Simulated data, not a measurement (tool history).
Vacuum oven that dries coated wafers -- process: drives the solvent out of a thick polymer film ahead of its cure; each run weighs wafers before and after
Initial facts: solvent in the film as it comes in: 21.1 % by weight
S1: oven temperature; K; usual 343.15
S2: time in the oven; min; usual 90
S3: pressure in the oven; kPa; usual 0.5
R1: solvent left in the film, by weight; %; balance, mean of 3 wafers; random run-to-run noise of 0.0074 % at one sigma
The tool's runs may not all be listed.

run 1 day=0 | S1=343.15 S2=90 S3=0.5 | R1=1.17
run 2 day=1.262 | S1=343.15 S2=159 S3=0.5 | R1=0.439
run 3 day=1.971 | S1=343.15 S2=90 S3=0.5 | R1=1.17
run 4 day=2.917 | S1=343.15 S2=90 S3=0.5 | R1=1.177
run 5 day=3.621 | S1=343.15 S2=72 S3=0.5 | R1=1.846
run 6 day=4.617 | S1=343.15 S2=72 S3=0.5 | R1=1.852
run 7 day=5.888 | S1=343.15 S2=72 S3=0.5 | R1=1.852
run 8 day=6.804 | S1=343.15 S2=72 S3=0.5 | R1=1.862
run 9 day=8.121 | S1=343.15 S2=90 S3=0.5 | R1=1.176
run 10 day=8.946 | S1=343.15 S2=51 S3=0.5 | R1=3.386
run 11 day=10.279 | S1=343.15 S2=51 S3=0.5 | R1=3.381
run 12 day=11.033 | S1=329.15 S2=90 S3=0.5 | R1=5.867

What will run 13 give?
run 13 day=11.767 | S1=356.15 S2=56 S3=0.42 | R1=?

R1: 0.412 %
On a tool with no hidden condition, and with the same random variation, this run would have come out at R1 0.412 %.
